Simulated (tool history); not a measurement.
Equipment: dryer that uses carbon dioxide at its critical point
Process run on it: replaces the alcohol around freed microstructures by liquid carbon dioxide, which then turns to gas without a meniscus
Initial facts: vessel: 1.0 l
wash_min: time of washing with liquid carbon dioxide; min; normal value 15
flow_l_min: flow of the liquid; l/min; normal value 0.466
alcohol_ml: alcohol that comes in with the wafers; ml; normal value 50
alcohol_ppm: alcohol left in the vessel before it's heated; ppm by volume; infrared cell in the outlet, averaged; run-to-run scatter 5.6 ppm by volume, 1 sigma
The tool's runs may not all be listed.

Run 1, day 0: usual settings. Result: alcohol_ppm 542 ppm by volume.
Run 2, day 1.471: usual settings. Result: alcohol_ppm 569 ppm by volume.
Run 3, day 2.142: usual settings. Result: alcohol_ppm 560 ppm by volume.
Run 4, day 3.55: usual settings. Result: alcohol_ppm 577 ppm by volume.
Run 5, day 4.775: usual settings. Result: alcohol_ppm 599 ppm by volume.
Run 6, day 5.921: usual settings. Result: alcohol_ppm 593 ppm by volume.
Run 7, day 7.362: usual settings but flow_l_min 0.283 l/min. Result: alcohol_ppm 3031 ppm by volume.
At day 7.479: inlet filter changed.
At day 7.912: purifier's bed changed.
Run 8, day 8.542: usual settings but flow_l_min 0.283 l/min. Result: alcohol_ppm 1838 ppm by volume.
Run 9, day 9.933: usual settings but flow_l_min 0.283 l/min. Result: alcohol_ppm 1786 ppm by volume.
Run 10, day 11.129: usual settings. Result: alcohol_ppm 194 ppm by volume.
Run 11, day 12.346: usual settings but wash_min 14 min. Result: alcohol_ppm 263 ppm by volume.
Run 12, day 13.333: usual settings but alcohol_ml 55 ml. Result: alcohol_ppm 218 ppm by volume.
Run 13, day 14.05: usual settings but alcohol_ml 55 ml. Result: alcohol_ppm 212 ppm by volume.
Run 14, day 15.183: usual settings but alcohol_ml 55 ml. Result: alcohol_ppm 233 ppm by volume.
Run 15, day 15.962: usual settings but wash_min 20 min, flow_l_min 0.31 l/min, alcohol_ml 55 ml. Result: alcohol_ppm 447 ppm by volume.
Run 16, day 17.308: usual settings but wash_min 20 min, flow_l_min 0.31 l/min, alcohol_ml 55 ml. Result: alcohol_ppm 480 ppm by volume.
Run 17, day 18.217: usual settings but wash_min 18 min, flow_l_min 0.305 l/min. Result: alcohol_ppm 761 ppm by volume.
Run 18, day 19.129: usual settings but flow_l_min 0.689 l/min. Result: alcohol_ppm 55 ppm by volume.
Run 19, day 19.838: usual settings but flow_l_min 0.454 l/min, alcohol_ml 21 ml. Result: alcohol_ppm 136 ppm by volume.
Run 20, day 20.721: usual settings but wash_min 17 min, flow_l_min 0.691 l/min, alcohol_ml 77 ml. Result: alcohol_ppm 53 ppm by volume.
Run 21, day 22.304: usual settings but wash_min 11 min, alcohol_ml 79 ml. Result: alcohol_ppm 1379 ppm by volume.

Here are 3 independent what-if runs from the current tool condition. What would each one return?
Run A, day 23.767: usual settings but alcohol_ml 86 ml. Result: alcohol_ppm ?.
Run B, day 23.767: usual settings but wash_min 16 min, flow_l_min 0.534 l/min, alcohol_ml 101 ml. Result: alcohol_ppm ?.
Run C, day 23.767: usual settings but wash_min 23 min. Result: alcohol_ppm ?.

run  alcohol_ppm
  A          382
  B          160
  C           72
Without the tool's hidden state the same runs would have given:
run  alcohol_ppm
  A          267
  B           82
  C           15

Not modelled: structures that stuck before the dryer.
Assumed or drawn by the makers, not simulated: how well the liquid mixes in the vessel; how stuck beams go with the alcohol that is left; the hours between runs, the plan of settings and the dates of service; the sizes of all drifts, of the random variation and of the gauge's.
